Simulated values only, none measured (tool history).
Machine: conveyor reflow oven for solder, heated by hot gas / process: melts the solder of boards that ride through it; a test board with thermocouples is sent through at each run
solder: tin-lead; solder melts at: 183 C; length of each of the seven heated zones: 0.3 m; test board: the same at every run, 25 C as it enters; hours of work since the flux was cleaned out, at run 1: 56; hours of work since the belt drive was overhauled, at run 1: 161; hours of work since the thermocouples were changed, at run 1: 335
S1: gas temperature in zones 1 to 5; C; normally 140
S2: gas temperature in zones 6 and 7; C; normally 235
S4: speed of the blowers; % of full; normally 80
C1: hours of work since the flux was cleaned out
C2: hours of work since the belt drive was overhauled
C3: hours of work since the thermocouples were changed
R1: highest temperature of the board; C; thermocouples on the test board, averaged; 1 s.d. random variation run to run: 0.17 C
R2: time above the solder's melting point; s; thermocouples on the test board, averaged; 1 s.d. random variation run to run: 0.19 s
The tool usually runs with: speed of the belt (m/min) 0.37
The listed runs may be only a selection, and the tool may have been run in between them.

Run 1, hour 0: usual settings; C1 56; C2 161; C3 335. Result: R1 222.9 C, R2 79.5 s.
Run 2, hour 36.6: usual settings; C1 72; C2 177; C3 350. Result: R1 222.6 C, R2 79.5 s.
Run 3, hour 72.1: usual settings but S4 51 % of full; C1 87; C2 192; C3 366. Result: R1 212.5 C, R2 66.6 s.
Run 4, hour 103.4: usual settings but S4 51 % of full; C1 101; C2 206; C3 380. Result: R1 212.4 C, R2 66.2 s.
Run 5, hour 119.1: usual settings but S4 51 % of full; C1 108; C2 213; C3 386. Result: R1 211.7 C, R2 66.3 s.
Run 6, hour 145.9: usual settings but speed of the belt (m/min) 0.427; C1 120; C2 224; C3 398. Result: R1 217.8 C, R2 64 s.
Run 7, hour 165.1: usual settings but speed of the belt (m/min) 0.412, S4 63 % of full; C1 128; C2 233; C3 406. Result: R1 213 C, R2 60.8 s.
Run 8, hour 188.8: usual settings but S1 151 C, S2 226 C, S4 54 % of full; C1 138; C2 243; C3 417. Result: R1 208.8 C, R2 68.4 s.
Run 9, hour 225.6: usual settings but S1 148 C, S2 244 C, speed of the belt (m/min) 0.419, S4 61 % of full; C1 154; C2 259; C3 433. Result: R1 220.9 C, R2 70 s.
Run 10, hour 247.1: usual settings but S1 143 C, S2 244 C, speed of the belt (m/min) 0.417; C1 164; C2 268; C3 442. Result: R1 226.2 C, R2 73.3 s.
Run 11, hour 276.8: usual settings but S1 126 C; C1 177; C2 281; C3 455. Result: R1 219.6 C, R2 70.6 s.

The next listed run, before its measurement:
Run 12, hour 292.3: usual settings but S1 133 C, S4 69 % of full; C1 183; C2 288; C3 462. Result: R1 ?, R2 ?.

{"run 12": {"R1": 217.6, "R2": 70.4}}
The same run, on a tool lacking any hidden state, would have yielded R1 218.1 C, R2 71.3 s.
